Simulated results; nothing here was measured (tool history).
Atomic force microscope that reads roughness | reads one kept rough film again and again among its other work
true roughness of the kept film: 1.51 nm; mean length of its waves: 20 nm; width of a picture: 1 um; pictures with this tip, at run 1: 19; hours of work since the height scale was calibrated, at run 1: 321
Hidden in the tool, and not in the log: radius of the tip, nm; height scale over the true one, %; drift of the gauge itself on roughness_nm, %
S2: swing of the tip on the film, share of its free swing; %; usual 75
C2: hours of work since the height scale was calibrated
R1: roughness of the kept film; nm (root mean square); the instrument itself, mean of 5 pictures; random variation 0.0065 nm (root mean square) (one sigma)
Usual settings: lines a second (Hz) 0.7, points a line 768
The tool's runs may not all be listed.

{"run": 1, "hour": 0.0, "lines a second (Hz)": 0.7, "S2": 75, "points a line": 768, "pictures with this tip": 19, "C2": 321, "R1": 1.241}
{"run": 2, "hour": 11.0, "lines a second (Hz)": 0.7, "S2": 75, "points a line": 768, "pictures with this tip": 45, "C2": 329, "R1": 1.185}
{"run": 3, "hour": 19.9, "lines a second (Hz)": 0.7, "S2": 75, "points a line": 768, "pictures with this tip": 66, "C2": 336, "R1": 1.141}
{"run": 4, "hour": 30.9, "lines a second (Hz)": 0.676, "S2": 75, "points a line": 768, "pictures with this tip": 92, "C2": 344, "R1": 1.104}
{"run": 5, "hour": 39.2, "lines a second (Hz)": 0.676, "S2": 75, "points a line": 768, "pictures with this tip": 112, "C2": 351, "R1": 1.074}
{"run": 6, "hour": 44.6, "lines a second (Hz)": 0.7, "S2": 75, "points a line": 768, "pictures with this tip": 124, "C2": 355, "R1": 1.061}
{"hour": 49.2, "done": "new tip fitted"}
{"run": 7, "hour": 54.6, "lines a second (Hz)": 0.7, "S2": 75, "points a line": 768, "pictures with this tip": 13, "C2": 362, "R1": 1.251}
{"run": 8, "hour": 65.7, "lines a second (Hz)": 0.7, "S2": 75, "points a line": 768, "pictures with this tip": 39, "C2": 370, "R1": 1.197}
{"run": 9, "hour": 72.1, "lines a second (Hz)": 0.7, "S2": 75, "points a line": 768, "pictures with this tip": 54, "C2": 375, "R1": 1.163}
{"run": 10, "hour": 78.0, "lines a second (Hz)": 0.7, "S2": 75, "points a line": 768, "pictures with this tip": 69, "C2": 380, "R1": 1.134}
{"run": 11, "hour": 89.0, "lines a second (Hz)": 0.7, "S2": 69, "points a line": 768, "pictures with this tip": 95, "C2": 388, "R1": 1.103}
{"run": 12, "hour": 95.7, "lines a second (Hz)": 0.7, "S2": 69, "points a line": 768, "pictures with this tip": 110, "C2": 393, "R1": 1.082}
{"run": 13, "hour": 103.8, "lines a second (Hz)": 0.7, "S2": 69, "points a line": 768, "pictures with this tip": 130, "C2": 399, "R1": 1.055}
{"hour": 105.8, "done": "new tip fitted"}
{"run": 14, "hour": 109.6, "lines a second (Hz)": 0.7, "S2": 86, "points a line": 768, "pictures with this tip": 9, "C2": 403, "R1": 1.189}
{"run": 15, "hour": 114.4, "lines a second (Hz)": 0.7, "S2": 86, "points a line": 768, "pictures with this tip": 21, "C2": 407, "R1": 1.161}
{"run": 16, "hour": 122.8, "lines a second (Hz)": 0.7, "S2": 89, "points a line": 768, "pictures with this tip": 40, "C2": 413, "R1": 1.112}
{"run": 17, "hour": 128.0, "lines a second (Hz)": 0.7, "S2": 89, "points a line": 768, "pictures with this tip": 53, "C2": 417, "R1": 1.101}
{"run": 18, "hour": 137.1, "lines a second (Hz)": 0.903, "S2": 84, "points a line": 811, "pictures with this tip": 75, "C2": 424, "R1": 1.053}
{"run": 19, "hour": 143.4, "lines a second (Hz)": 1.963, "S2": 75, "points a line": 869, "pictures with this tip": 89, "C2": 429, "R1": 0.992}
{"run": 20, "hour": 150.6, "lines a second (Hz)": 1.963, "S2": 75, "points a line": 869, "pictures with this tip": 106, "C2": 434, "R1": 0.974}
{"run": 21, "hour": 160.8, "lines a second (Hz)": 1.963, "S2": 75, "points a line": 869, "pictures with this tip": 131, "C2": 442, "R1": 0.935}
{"hour": 162.2, "done": "new tip fitted"}
{"run": 22, "hour": 171.2, "lines a second (Hz)": 1.625, "S2": 77, "points a line": 625, "pictures with this tip": 21, "C2": 449, "R1": 1.126}
{"run": 23, "hour": 181.2, "lines a second (Hz)": 1.155, "S2": 69, "points a line": 801, "pictures with this tip": 45, "C2": 457, "R1": 1.178}
{"run": 24, "hour": 186.5, "lines a second (Hz)": 1.155, "S2": 69, "points a line": 801, "pictures with this tip": 58, "C2": 461, "R1": 1.144}
{"run": 25, "hour": 194.3, "lines a second (Hz)": 0.7, "S2": 83, "points a line": 511, "pictures with this tip": 76, "C2": 467, "R1": 1.093}
{"run": 26, "hour": 200.9, "lines a second (Hz)": 0.854, "S2": 70, "points a line": 1008, "pictures with this tip": 91, "C2": 472, "R1": 1.114}
{"run": 27, "hour": 211.4, "lines a second (Hz)": 0.597, "S2": 58, "points a line": 768, "pictures with this tip": 116, "C2": 480, "R1": 1.113}
{"hour": 219.3, "done": "new tip fitted"}
{"run": 28, "hour": 220.4, "lines a second (Hz)": 0.597, "S2": 58, "points a line": 768, "pictures with this tip": 3, "C2": 486, "R1": 1.308}
{"run": 29, "hour": 227.6, "lines a second (Hz)": 3.221, "S2": 68, "points a line": 386, "pictures with this tip": 20, "C2": 492, "R1": 1.082}
{"run": 30, "hour": 238.3, "lines a second (Hz)": 0.563, "S2": 75, "points a line": 337, "pictures with this tip": 45, "C2": 500, "R1": 1.183}
{"run": 31, "hour": 243.0, "lines a second (Hz)": 3.54, "S2": 81, "points a line": 370, "pictures with this tip": 56, "C2": 503, "R1": 0.85}
{"run": 32, "hour": 252.4, "lines a second (Hz)": 0.7, "S2": 73, "points a line": 791, "pictures with this tip": 78, "C2": 510, "R1": 1.128}

3 ways to go on from here, each from the tool as it stands after run 32. What would each give?
{"run": "A", "hour": 258.8, "lines a second (Hz)": 1.245, "S2": 75, "points a line": 280, "pictures with this tip": 94, "C2": 515, "R1": "?"}
{"run": "B", "hour": 258.8, "lines a second (Hz)": 1.268, "S2": 60, "points a line": 768, "pictures with this tip": 94, "C2": 515, "R1": "?"}
{"run": "C", "hour": 258.8, "lines a second (Hz)": 0.7, "S2": 57, "points a line": 768, "pictures with this tip": 94, "C2": 515, "R1": "?"}

run=A R1=1.016
run=B R1=1.109
run=C R1=1.133
Without the tool's hidden state the same runs would have given:
run=A R1=1.19
run=B R1=1.3
run=C R1=1.328

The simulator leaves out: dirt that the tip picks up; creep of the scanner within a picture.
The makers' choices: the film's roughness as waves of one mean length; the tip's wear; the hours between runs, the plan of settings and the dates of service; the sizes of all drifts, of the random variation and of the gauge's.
